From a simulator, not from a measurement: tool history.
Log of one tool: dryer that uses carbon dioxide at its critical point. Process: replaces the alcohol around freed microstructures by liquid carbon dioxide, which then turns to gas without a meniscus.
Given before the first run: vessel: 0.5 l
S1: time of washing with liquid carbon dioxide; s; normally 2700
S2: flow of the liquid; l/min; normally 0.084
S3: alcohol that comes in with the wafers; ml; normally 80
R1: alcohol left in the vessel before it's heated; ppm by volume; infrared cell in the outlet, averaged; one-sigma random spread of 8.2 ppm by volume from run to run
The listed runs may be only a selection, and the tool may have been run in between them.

run 1 day=0 | S1=2700 S2=0.084 S3=80 | R1=857
run 2 day=0.975 | S1=2700 S2=0.084 S3=70 | R1=734
run 3 day=1.642 | S1=2700 S2=0.084 S3=70 | R1=748
run 4 day=2.558 | S1=2700 S2=0.084 S3=70 | R1=779
run 5 day=3.512 | S1=2700 S2=0.084 S3=70 | R1=763
run 6 day=4.446 | S1=4080 S2=0.084 S3=80 | R1=113
run 7 day=5.358 | S1=4080 S2=0.084 S3=80 | R1=112
run 8 day=6.012 | S1=4080 S2=0.084 S3=80 | R1=114
run 9 day=6.821 | S1=4080 S2=0.084 S3=38 | R1=106
run 10 day=7.533 | S1=4080 S2=0.084 S3=38 | R1=92
run 11 day=8.279 | S1=1680 S2=0.084 S3=27 | R1=2244
run 12 day=8.858 | S1=3900 S2=0.0598 S3=100 | R1=1017
run 13 day=9.367 | S1=3900 S2=0.0598 S3=100 | R1=1046
run 14 day=10.029 | S1=3900 S2=0.0598 S3=100 | R1=1073
run 15 day=10.925 | S1=3900 S2=0.0598 S3=100 | R1=1070

Below are 3 alternative next runs, each starting from the tool's condition after run 15. Predict each:
run A day=11.396 | S1=2160 S2=0.091 S3=100 | R1=?
run B day=11.396 | S1=3840 S2=0.0725 S3=68 | R1=?
run C day=11.396 | S1=1920 S2=0.0616 S3=80 | R1=?

run=A R1=2401
run=B R1=334
run=C R1=10987
Stripped of hidden state, with their random variation kept, the same runs would have yielded:
run=A R1=1173
run=B R1=105
run=C R1=7203
